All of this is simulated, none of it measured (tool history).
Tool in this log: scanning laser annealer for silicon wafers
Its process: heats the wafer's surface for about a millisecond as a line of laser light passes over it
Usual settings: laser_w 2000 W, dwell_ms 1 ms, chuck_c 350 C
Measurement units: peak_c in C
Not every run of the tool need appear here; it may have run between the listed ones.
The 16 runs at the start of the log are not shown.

| run | hour | laser_w | dwell_ms | chuck_c | hours of work since the window was cleaned | hours of work since the power meter was calibrated | hours of work since the optics were aligned | peak_c |
|---|---|---|---|---|---|---|---|---|
| 17 | 245.5 | 2000 | 0.7 | 350 | 142 | 234 | 1532 | 958 |
| 18 | 263.7 | 2000 | 0.7 | 350 | 156 | 248 | 1546 | 957 |
| 19 | 282.3 | 2000 | 1 | 350 | 170 | 262 | 1560 | 1062 |
| 20 | 298.8 | 2000 | 1 | 350 | 183 | 274 | 1572 | 1062 |
| 21 | 307.8 | 2116 | 1.16 | 344 | 190 | 281 | 1579 | 1152 |
| 22 | 327.8 | 1979 | 1.16 | 344 | 205 | 296 | 1594 | 1090 |
|  | 341.2 | optics aligned, line set to its width |
| 23 | 352.1 | 1707 | 0.96 | 337 | 220 | 311 | 8 | 921 |
| 24 | 362.3 | 2114 | 1.08 | 365 | 227 | 319 | 16 | 1165 |
| 25 | 379.9 | 2000 | 0.77 | 313 | 241 | 332 | 29 | 955 |
| 26 | 389 | 2000 | 0.86 | 350 | 248 | 339 | 36 | 1023 |
| 27 | 398.3 | 2000 | 0.86 | 350 | 255 | 346 | 43 | 1027 |
| 28 | 418.5 | 2000 | 0.86 | 350 | 270 | 361 | 59 | 1024 |
| 29 | 434.7 | 2000 | 0.86 | 365 | 282 | 374 | 71 | 1039 |
| 30 | 445.9 | 1850 | 1.25 | 368 | 291 | 382 | 79 | 1090 |
| 31 | 461.5 | 2000 | 0.73 | 350 | 303 | 394 | 91 | 975 |
| 32 | 471.3 | 2000 | 0.73 | 350 | 310 | 401 | 99 | 975 |
| 33 | 490.6 | 2000 | 0.73 | 350 | 325 | 416 | 113 | 975 |
| 34 | 505.1 | 2074 | 0.98 | 310 | 336 | 427 | 124 | 1055 |

Expected results for the next run?
| 35 | 515.5 | 2137 | 0.87 | 376 | 344 | 435 | 132 | ? |

peak_c: 1107 C
Minus the tool's unlogged condition, the same run would have read peak_c 1122 C.
